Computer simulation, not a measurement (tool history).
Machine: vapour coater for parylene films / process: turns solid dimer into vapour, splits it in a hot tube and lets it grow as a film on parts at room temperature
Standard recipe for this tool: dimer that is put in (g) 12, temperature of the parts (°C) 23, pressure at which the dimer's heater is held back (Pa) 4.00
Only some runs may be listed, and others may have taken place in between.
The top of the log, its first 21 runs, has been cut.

run	day	dimer that is put in (g)	temperature of the parts (°C)	pressure at which the dimer's heater is held back (Pa)	thickness of the film (nm)
22	55.608	18	31	5.75	1970
23	59.000	18	21	11.37	2180
# day 61.725: trap's valve overhauled
24	62.271	18	21	11.37	2500
25	65.646	18	21	11.37	2410
26	67.696	18	21	11.37	2390
27	69.996	18	21	11.37	2340
28	72.804	8	30	5.11	900
29	74.838	12	23	4.00	1700
30	78.117	12	15	11.78	1680
31	81.683	12	15	11.78	1640
# day 82.312: trap's valve overhauled
# day 83.371: table's thermometer calibrated
32	85.033	17	34	3.31	2080
33	86.804	12	23	10.11	1570
34	89.838	5	23	10.11	660
35	92.821	5	23	3.81	790
36	96.233	5	23	3.81	740
37	99.238	5	23	3.81	700
38	100.783	21	28	5.03	2480
# day 102.838: trap's valve overhauled
39	104.671	21	32	5.03	2500
40	107.625	11	21	3.18	1890
41	109.250	18	21	8.82	2450
42	111.000	18	21	8.82	2440

4 ways to go on from here, each from the tool as it stands after run 42. What would each give?
A	112.504	22	32	2.88	?
B	112.504	5	28	11.84	?
C	112.504	20	34	10.18	?
D	112.504	14	24	2.19	?

run	thickness of the film (nm)
A	2750
B	550
C	1870
D	2280
What these runs would have given with no unlogged condition in the tool:
run	thickness of the film (nm)
A	3030
B	610
C	2060
D	2510

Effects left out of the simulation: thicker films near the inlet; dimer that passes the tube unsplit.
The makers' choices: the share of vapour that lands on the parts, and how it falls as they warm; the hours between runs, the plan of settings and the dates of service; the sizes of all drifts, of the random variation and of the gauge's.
